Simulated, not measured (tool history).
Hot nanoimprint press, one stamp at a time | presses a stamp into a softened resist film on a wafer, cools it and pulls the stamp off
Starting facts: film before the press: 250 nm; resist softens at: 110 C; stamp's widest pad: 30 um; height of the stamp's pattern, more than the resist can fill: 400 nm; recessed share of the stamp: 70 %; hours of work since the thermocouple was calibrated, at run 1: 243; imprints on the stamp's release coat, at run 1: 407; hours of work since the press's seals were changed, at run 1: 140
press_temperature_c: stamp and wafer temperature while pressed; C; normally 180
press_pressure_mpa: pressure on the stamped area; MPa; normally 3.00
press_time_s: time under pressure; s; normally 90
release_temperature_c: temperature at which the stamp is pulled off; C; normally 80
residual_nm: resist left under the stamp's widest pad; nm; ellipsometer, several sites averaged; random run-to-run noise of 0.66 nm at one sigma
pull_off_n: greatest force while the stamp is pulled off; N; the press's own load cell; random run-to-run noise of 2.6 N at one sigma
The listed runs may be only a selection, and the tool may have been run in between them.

| run | hour | press_temperature_c | press_pressure_mpa | press_time_s | release_temperature_c | hours of work since the thermocouple was calibrated | imprints on the stamp's release coat | hours of work since the press's seals were changed | residual_nm | pull_off_n |
|---|---|---|---|---|---|---|---|---|---|---|
| 1 | 0.0 | 180 | 3.00 | 90 | 80 | 243 | 407 | 140 | 125.2 | 174 |
| 2 | 7.9 | 180 | 3.00 | 90 | 80 | 247 | 431 | 144 | 125.1 | 175 |
| 3 | 15.3 | 180 | 3.00 | 90 | 80 | 251 | 453 | 148 | 125.8 | 174 |
| 4 | 19.2 | 180 | 2.65 | 90 | 80 | 253 | 465 | 150 | 133.8 | 170 |
| 5 | 23.7 | 180 | 2.65 | 90 | 80 | 256 | 478 | 152 | 133.9 | 168 |
| 6 | 33.0 | 180 | 3.00 | 90 | 80 | 261 | 506 | 157 | 125.4 | 174 |
| 7 | 37.5 | 180 | 3.00 | 90 | 80 | 263 | 520 | 160 | 125.8 | 181 |
| 8 | 44.2 | 180 | 3.00 | 90 | 66 | 267 | 540 | 163 | 126.4 | 207 |
| 9 | 53.0 | 180 | 3.00 | 90 | 66 | 271 | 567 | 168 | 126.4 | 211 |
| 10 | 60.3 | 180 | 3.00 | 90 | 66 | 275 | 589 | 172 | 126.5 | 208 |
| 11 | 66.8 | 180 | 3.00 | 54 | 77 | 279 | 608 | 175 | 147.7 | 179 |
| 12 | 73.7 | 180 | 3.00 | 54 | 77 | 282 | 629 | 179 | 147.1 | 186 |
| 13 | 78.4 | 180 | 3.00 | 54 | 77 | 285 | 643 | 182 | 148.6 | 183 |
| 14 | 87.5 | 183 | 2.15 | 90 | 80 | 290 | 671 | 187 | 137.1 | 172 |
| 15 | 96.1 | 183 | 2.15 | 90 | 80 | 295 | 697 | 191 | 137.4 | 172 |
| 16 | 104.5 | 170 | 2.17 | 91 | 69 | 299 | 722 | 196 | 193.6 | 203 |
| 17 | 111.7 | 170 | 2.17 | 91 | 69 | 303 | 744 | 200 | 194.6 | 198 |
| 18 | 116.1 | 170 | 2.20 | 91 | 81 | 305 | 757 | 202 | 194.4 | 173 |
| 19 | 124.3 | 187 | 2.06 | 85 | 81 | 310 | 782 | 206 | 125.6 | 169 |

What if the next run were any one of these 4? Each begins from the tool's condition after run 19:
| A | 133.3 | 180 | 4.37 | 101 | 83 | 314 | 809 | 211 | ? | ? |
| B | 133.3 | 180 | 3.37 | 90 | 80 | 314 | 809 | 211 | ? | ? |
| C | 133.3 | 180 | 3.00 | 92 | 80 | 314 | 809 | 211 | ? | ? |
| D | 133.3 | 173 | 2.06 | 157 | 78 | 314 | 809 | 211 | ? | ? |

| run | residual_nm | pull_off_n |
|---|---|---|
| A | 100.3 | 171 |
| B | 119.7 | 179 |
| C | 126.4 | 177 |
| D | 161.9 | 181 |
Take away the tool's hidden state, keep each run's random variation, and the runs would have read:
| run | residual_nm | pull_off_n |
|---|---|---|
| A | 98.7 | 170 |
| B | 117.7 | 178 |
| C | 124.3 | 176 |
| D | 159.2 | 180 |
